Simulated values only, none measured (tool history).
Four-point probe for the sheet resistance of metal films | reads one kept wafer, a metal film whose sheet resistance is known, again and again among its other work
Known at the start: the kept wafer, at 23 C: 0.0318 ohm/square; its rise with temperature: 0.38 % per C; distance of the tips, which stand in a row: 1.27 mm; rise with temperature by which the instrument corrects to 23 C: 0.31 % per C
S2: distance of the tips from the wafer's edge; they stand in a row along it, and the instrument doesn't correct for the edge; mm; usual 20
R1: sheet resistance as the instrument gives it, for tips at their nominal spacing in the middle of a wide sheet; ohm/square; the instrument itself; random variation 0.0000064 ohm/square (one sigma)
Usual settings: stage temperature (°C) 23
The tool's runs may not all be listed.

{"run": 1, "hour": 0.0, "stage temperature (°C)": 23, "S2": 20, "R1": 0.031893}
{"run": 2, "hour": 19.3, "stage temperature (°C)": 23, "S2": 20, "R1": 0.031888}
{"run": 3, "hour": 49.4, "stage temperature (°C)": 18, "S2": 20, "R1": 0.031778}
{"run": 4, "hour": 68.0, "stage temperature (°C)": 18, "S2": 20, "R1": 0.031784}
{"run": 5, "hour": 90.2, "stage temperature (°C)": 18, "S2": 20, "R1": 0.031786}
{"run": 6, "hour": 107.9, "stage temperature (°C)": 18, "S2": 20, "R1": 0.031777}
{"run": 7, "hour": 135.8, "stage temperature (°C)": 23, "S2": 53, "R1": 0.03184}
{"run": 8, "hour": 155.6, "stage temperature (°C)": 23, "S2": 53, "R1": 0.031845}
{"run": 9, "hour": 180.8, "stage temperature (°C)": 23, "S2": 53, "R1": 0.031842}
{"run": 10, "hour": 215.2, "stage temperature (°C)": 23, "S2": 53, "R1": 0.031846}
{"run": 11, "hour": 245.7, "stage temperature (°C)": 23, "S2": 53, "R1": 0.03185}
{"run": 12, "hour": 278.1, "stage temperature (°C)": 23, "S2": 20, "R1": 0.031902}
{"run": 13, "hour": 293.4, "stage temperature (°C)": 23, "S2": 20, "R1": 0.031901}
{"run": 14, "hour": 315.6, "stage temperature (°C)": 18, "S2": 20, "R1": 0.031787}
{"run": 15, "hour": 339.3, "stage temperature (°C)": 18, "S2": 20, "R1": 0.031793}
{"run": 16, "hour": 362.3, "stage temperature (°C)": 18, "S2": 25, "R1": 0.031771}
{"run": 17, "hour": 380.2, "stage temperature (°C)": 23, "S2": 7, "R1": 0.032398}
{"run": 18, "hour": 402.3, "stage temperature (°C)": 23, "S2": 7, "R1": 0.0324}
{"run": 19, "hour": 425.9, "stage temperature (°C)": 23, "S2": 7, "R1": 0.032392}
{"run": 20, "hour": 449.7, "stage temperature (°C)": 23, "S2": 7, "R1": 0.032391}
{"run": 21, "hour": 467.0, "stage temperature (°C)": 23, "S2": 7, "R1": 0.032397}
{"hour": 469.1, "done": "stage's thermometer calibrated"}
{"run": 22, "hour": 499.2, "stage temperature (°C)": 23, "S2": 7, "R1": 0.032398}
{"run": 23, "hour": 520.9, "stage temperature (°C)": 23, "S2": 7, "R1": 0.0324}
{"hour": 535.2, "done": "stage's thermometer calibrated, once more"}
{"run": 24, "hour": 535.3, "stage temperature (°C)": 23, "S2": 8, "R1": 0.032296}
{"run": 25, "hour": 553.2, "stage temperature (°C)": 22, "S2": 4, "R1": 0.033488}
{"run": 26, "hour": 576.8, "stage temperature (°C)": 28, "S2": 9, "R1": 0.03233}
{"run": 27, "hour": 604.0, "stage temperature (°C)": 26, "S2": 5, "R1": 0.033009}
{"run": 28, "hour": 632.7, "stage temperature (°C)": 34, "S2": 7, "R1": 0.032667}
{"run": 29, "hour": 656.7, "stage temperature (°C)": 20, "S2": 42, "R1": 0.031825}
{"run": 30, "hour": 677.7, "stage temperature (°C)": 20, "S2": 42, "R1": 0.03183}
{"run": 31, "hour": 704.6, "stage temperature (°C)": 30, "S2": 18, "R1": 0.032112}
{"run": 32, "hour": 718.8, "stage temperature (°C)": 30, "S2": 18, "R1": 0.032116}
{"run": 33, "hour": 743.6, "stage temperature (°C)": 23, "S2": 5, "R1": 0.03296}
{"run": 34, "hour": 769.0, "stage temperature (°C)": 30, "S2": 11, "R1": 0.032271}
{"run": 35, "hour": 799.3, "stage temperature (°C)": 32, "S2": 7, "R1": 0.032615}
{"run": 36, "hour": 833.4, "stage temperature (°C)": 24, "S2": 59, "R1": 0.031918}
{"run": 37, "hour": 860.4, "stage temperature (°C)": 21, "S2": 5, "R1": 0.032931}
{"run": 38, "hour": 889.8, "stage temperature (°C)": 24, "S2": 5, "R1": 0.032978}
{"run": 39, "hour": 904.9, "stage temperature (°C)": 33, "S2": 8, "R1": 0.032514}
{"run": 40, "hour": 921.5, "stage temperature (°C)": 30, "S2": 12, "R1": 0.032225}
{"run": 41, "hour": 940.2, "stage temperature (°C)": 35, "S2": 3, "R1": 0.034935}
{"run": 42, "hour": 965.5, "stage temperature (°C)": 25, "S2": 7, "R1": 0.032481}
{"run": 43, "hour": 992.7, "stage temperature (°C)": 27, "S2": 3, "R1": 0.034765}
{"run": 44, "hour": 1012.7, "stage temperature (°C)": 18, "S2": 5, "R1": 0.032859}
{"run": 45, "hour": 1041.4, "stage temperature (°C)": 22, "S2": 20, "R1": 0.031936}
{"run": 46, "hour": 1069.1, "stage temperature (°C)": 27, "S2": 5, "R1": 0.033062}

Forecast each of these 3 alternatives for the next run:
{"run": "A", "hour": 1092.9, "stage temperature (°C)": 20, "S2": 10, "R1": "?"}
{"run": "B", "hour": 1092.9, "stage temperature (°C)": 25, "S2": 4, "R1": "?"}
{"run": "C", "hour": 1092.9, "stage temperature (°C)": 33, "S2": 10, "R1": "?"}

run=A R1=0.032103
run=B R1=0.033574
run=C R1=0.032382
Without the tool's hidden state the same runs would have given:
run=A R1=0.032008
run=B R1=0.033474
run=C R1=0.032286
